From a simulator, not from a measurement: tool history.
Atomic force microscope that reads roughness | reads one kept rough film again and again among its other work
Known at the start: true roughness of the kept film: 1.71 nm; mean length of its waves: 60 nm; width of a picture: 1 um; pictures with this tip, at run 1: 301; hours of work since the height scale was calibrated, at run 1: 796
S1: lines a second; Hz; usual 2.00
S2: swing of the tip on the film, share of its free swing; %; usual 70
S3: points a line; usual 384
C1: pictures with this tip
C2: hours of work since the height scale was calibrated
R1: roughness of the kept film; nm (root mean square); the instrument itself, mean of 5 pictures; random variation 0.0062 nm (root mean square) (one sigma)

run	day	S1	S2	S3	C1	C2	R1
1	0.000	2.00	70	384	301	796	1.563
# day 1.300: new tip fitted
2	1.408	2.00	70	384	3	820	1.574
3	2.129	2.00	70	384	21	832	1.587
4	3.529	2.00	70	384	57	855	1.579
5	4.321	2.00	70	384	78	868	1.577
6	5.292	2.00	70	384	103	885	1.572
7	6.342	2.00	70	384	130	902	1.571
8	7.554	2.00	70	384	161	923	1.572
9	8.204	2.00	70	384	178	934	1.572
10	9.662	2.00	70	384	216	958	1.573
# day 9.825: height scale calibrated on a step standard
11	10.496	1.33	70	384	236	11	1.587
12	11.967	2.00	79	384	274	36	1.502
13	13.542	2.00	79	384	315	62	1.504
# day 14.262: new tip fitted
14	15.083	2.00	79	384	21	88	1.520
15	15.800	2.21	61	384	39	100	1.607
16	16.662	0.80	84	481	62	114	1.572
17	17.304	0.80	84	481	78	125	1.590
# day 17.779: height scale calibrated on a step standard, once more
18	18.842	0.88	71	795	117	18	1.644
19	19.808	2.35	63	795	142	34	1.620
20	20.646	1.93	84	795	163	48	1.514
21	21.658	2.71	83	681	190	65	1.454
22	23.088	3.26	64	259	226	89	1.561
23	24.558	3.26	64	259	264	114	1.561
24	25.612	3.26	64	259	292	131	1.553
25	26.371	3.76	70	384	311	144	1.502
# day 27.258: new tip fitted
26	27.617	0.79	82	413	9	165	1.618
27	28.533	0.79	82	413	32	180	1.618

5 ways to go on from here, each from the tool as it stands after run 27. What would each give?
A	29.579	2.54	86	413	59	198	?
B	29.579	1.01	70	569	59	198	?
C	29.579	0.64	80	800	59	198	?
D	29.579	2.00	70	369	59	198	?
E	29.579	0.79	55	413	59	198	?

run	R1
A	1.451
B	1.632
C	1.627
D	1.587
E	1.674
Without the tool's hidden state the same runs would have given:
run	R1
A	1.457
B	1.639
C	1.635
D	1.594
E	1.682

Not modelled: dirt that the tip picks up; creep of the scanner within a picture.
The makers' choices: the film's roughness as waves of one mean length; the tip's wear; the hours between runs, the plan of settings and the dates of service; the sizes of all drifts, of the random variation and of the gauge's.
